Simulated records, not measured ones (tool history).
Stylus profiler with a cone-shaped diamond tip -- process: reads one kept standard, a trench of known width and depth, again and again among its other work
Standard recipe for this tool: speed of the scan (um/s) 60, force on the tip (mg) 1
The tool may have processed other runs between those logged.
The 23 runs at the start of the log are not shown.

run	hour	speed of the scan (um/s)	force on the tip (mg)	scans with this tip	hours of work since the height scale was calibrated	depth of the trench (angstrom)	width of the trench's floor (nm)
24	1851.9	71	1.02	5544	502	10048.5	95160
25	1950.7	71	1.02	6116	554	10046.2	95110
26	2025.2	71	1.02	6547	593	10048.1	95030
27	2106.4	109	1.11	7017	636	10043.9	94870
28	2195.6	109	1.11	7532	682	10046.8	94700
29	2293.4	238	1.11	8098	734	10045.1	94060
# hour 2299.2: height scale calibrated on a step standard
30	2366.7	238	1.11	8520	35	10035.7	94080
# hour 2463.8: height scale calibrated on a step standard, once more
31	2465.7	69	1	9089	1	10064.2	94680
32	2520.8	198	0.9	9408	30	10055.3	93990
33	2577	152	0.9	9734	59	10057.9	94140
34	2674	152	0.9	10295	110	10058.3	94120
35	2768.9	179	2.34	10844	160	10104.5	94260
36	2825.7	144	1.11	11172	190	10061.3	94100
37	2890	24	2.47	11544	223	10106.9	94640
38	2938.1	23	2.09	11822	249	10096.6	94520
# hour 2971.2: new tip fitted, height scale calibrated
39	3011.7	96	0.52	234	21	10041.1	95810
40	3098.2	137	0.52	735	67	10037.2	95470
41	3212.1	22	0.38	1394	126	10030.2	96040
42	3308.2	72	1.13	1950	177	10061.5	95790
43	3364.3	140	0.95	2274	206	10058.1	95390
44	3453	21	2.15	2787	252	10098.7	95850
45	3535.5	55	0.4	3265	296	10026.9	95440
46	3642.8	55	0.4	3885	352	10032.6	95370

Each row is a separate what-if for the run after 46, all from the same tool condition, not one after another. Results?
A	3703.9	55	0.45	4239	384	?	?
B	3703.9	89	1.42	4239	384	?	?
C	3703.9	205	2.39	4239	384	?	?
D	3703.9	109	0.4	4239	384	?	?

run	depth of the trench (angstrom)	width of the trench's floor (nm)
A	10026.4	95350
B	10071.7	95370
C	10102.3	95160
D	10025	94900
The same runs, with their run-to-run variation unchanged, on a tool lacking any hidden condition would have given:
run	depth of the trench (angstrom)	width of the trench's floor (nm)
A	10033.8	96180
B	10079.2	96200
C	10109.8	95990
D	10032.5	95730

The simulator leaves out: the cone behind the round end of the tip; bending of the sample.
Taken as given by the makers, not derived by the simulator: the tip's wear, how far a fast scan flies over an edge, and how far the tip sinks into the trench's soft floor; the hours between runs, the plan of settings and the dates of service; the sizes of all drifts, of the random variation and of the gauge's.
